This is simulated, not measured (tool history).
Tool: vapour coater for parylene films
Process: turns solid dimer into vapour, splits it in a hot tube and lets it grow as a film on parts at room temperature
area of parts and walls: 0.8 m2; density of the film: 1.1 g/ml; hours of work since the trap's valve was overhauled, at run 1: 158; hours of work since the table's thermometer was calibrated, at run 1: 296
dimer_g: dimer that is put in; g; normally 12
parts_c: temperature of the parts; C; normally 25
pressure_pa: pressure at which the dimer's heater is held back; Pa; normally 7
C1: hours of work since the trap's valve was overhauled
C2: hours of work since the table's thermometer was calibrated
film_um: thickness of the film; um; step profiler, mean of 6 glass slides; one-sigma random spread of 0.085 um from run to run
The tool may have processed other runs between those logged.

Run 1, hour 0: usual settings; C1 158; C2 296. Result: film_um 9.69 um.
Run 2, hour 9.7: usual settings; C1 162; C2 300. Result: film_um 9.84 um.
Run 3, hour 28.1: usual settings but parts_c 18 C; C1 170; C2 308. Result: film_um 11.5 um.
Run 4, hour 47.7: usual settings but parts_c 18 C; C1 178; C2 316. Result: film_um 11.53 um.
Run 5, hour 65.5: usual settings but parts_c 20 C; C1 186; C2 324. Result: film_um 10.87 um.
Run 6, hour 78.8: usual settings but parts_c 20 C; C1 191; C2 329. Result: film_um 10.88 um.
Run 7, hour 87.4: usual settings; C1 195; C2 333. Result: film_um 9.75 um.
Run 8, hour 97.3: usual settings but parts_c 34 C; C1 199; C2 337. Result: film_um 7.75 um.
Run 9, hour 111.5: usual settings but parts_c 34 C; C1 205; C2 343. Result: film_um 7.7 um.
Run 10, hour 129.5: usual settings but parts_c 34 C; C1 213; C2 351. Result: film_um 7.78 um.
Run 11, hour 141.2: usual settings but dimer_g 9 g; C1 218; C2 356. Result: film_um 7.21 um.
Run 12, hour 159: usual settings but dimer_g 9 g; C1 225; C2 363. Result: film_um 7.27 um.
Run 13, hour 168.5: usual settings but dimer_g 9 g; C1 229; C2 367. Result: film_um 7.21 um.
Run 14, hour 184.3: usual settings; C1 236; C2 374. Result: film_um 9.68 um.
At hour 189.8: trap's valve overhauled.
Run 15, hour 206.9: usual settings; C1 7; C2 382. Result: film_um 9.33 um.
Run 16, hour 218: usual settings but dimer_g 7 g; C1 12; C2 387. Result: film_um 5.48 um.
Run 17, hour 231.5: usual settings but dimer_g 7 g, parts_c 28 C, pressure_pa 5.34 Pa; C1 18; C2 392. Result: film_um 5.14 um.
Run 18, hour 249: usual settings but dimer_g 5 g, pressure_pa 8.08 Pa; C1 25; C2 400. Result: film_um 3.8 um.
Run 19, hour 258.9: usual settings but dimer_g 5 g, pressure_pa 8.08 Pa; C1 29; C2 404. Result: film_um 3.88 um.

Run 20, settings as shown, results not yet in. Your forecast:
Run 20, hour 269.8: usual settings but dimer_g 5 g, pressure_pa 8.08 Pa; C1 34; C2 408. Result: film_um ?.

Run 20 measured film_um 3.77 um.
Were there no unlogged condition in the tool, this run, its random variation unchanged, would have produced film_um 4.21 um.
